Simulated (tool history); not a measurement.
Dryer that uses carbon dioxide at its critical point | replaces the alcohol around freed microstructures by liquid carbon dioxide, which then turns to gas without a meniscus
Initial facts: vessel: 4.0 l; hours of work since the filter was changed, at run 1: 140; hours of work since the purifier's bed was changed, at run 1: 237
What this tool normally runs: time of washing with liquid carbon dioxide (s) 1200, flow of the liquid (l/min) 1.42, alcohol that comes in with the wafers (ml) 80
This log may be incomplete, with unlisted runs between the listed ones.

run,hour,time of washing with liquid carbon dioxide (s),flow of the liquid (l/min),alcohol that comes in with the wafers (ml),hours of work since the filter was changed,hours of work since the purifier's bed was changed,alcohol left in the vessel before it's heated (ppm by volume)
1,0.0,1200,1.42,80,140,237,129
2,12.3,1200,1.42,80,145,243,146
3,33.0,1200,1.97,80,154,252,103
4,46.8,1200,1.97,80,161,258,115
5,59.1,1200,1.97,80,166,263,111
6,80.8,1200,1.97,80,175,273,116
7,92.4,1200,1.42,80,180,278,151
8,113.4,1200,1.42,80,190,287,161
9,128.4,1200,1.42,80,196,293,161
10,145.5,1200,1.42,80,204,301,180
11,161.7,1200,1.42,80,211,308,172
12,170.8,1200,1.42,80,215,312,183
13,184.1,1320,1.42,80,221,318,153
14,200.5,1200,1.42,53,228,325,172
15,218.3,1200,1.42,53,236,333,168
# hour 231.7: inlet filter changed
16,238.6,1200,1.42,80,3,341,160
17,257.9,720,1.42,80,12,350,488
18,277.2,1200,1.42,80,20,358,169
19,294.0,1200,1.42,80,27,366,179
20,315.7,1200,1.42,80,37,375,177
21,332.5,1200,1.42,35,44,383,163
22,351.2,1200,1.42,80,52,391,181
23,367.6,1200,1.42,80,60,398,182
24,384.8,1200,1.42,80,67,405,190
25,401.7,1200,1.42,80,75,413,203
26,416.9,1200,1.42,80,81,420,193
27,428.6,1200,1.13,22,86,425,203
28,446.3,1200,1.42,80,94,432,208
29,461.0,1200,1.42,80,101,439,209
30,477.6,1080,1.93,104,108,446,185
31,492.2,1080,1.93,104,114,453,184
32,503.7,1680,1.60,101,119,458,185
33,524.4,1140,1.60,30,128,467,193
34,538.2,1200,1.21,28,134,473,216

Run 35, settings as shown, results not yet in. Your forecast:
35,557.1,960,1.16,28,143,481,?

Run 35 came out at alcohol left in the vessel before it's heated (ppm by volume) 293.
With no hidden state in the tool, this same run would have given alcohol left in the vessel before it's heated (ppm by volume) 80.
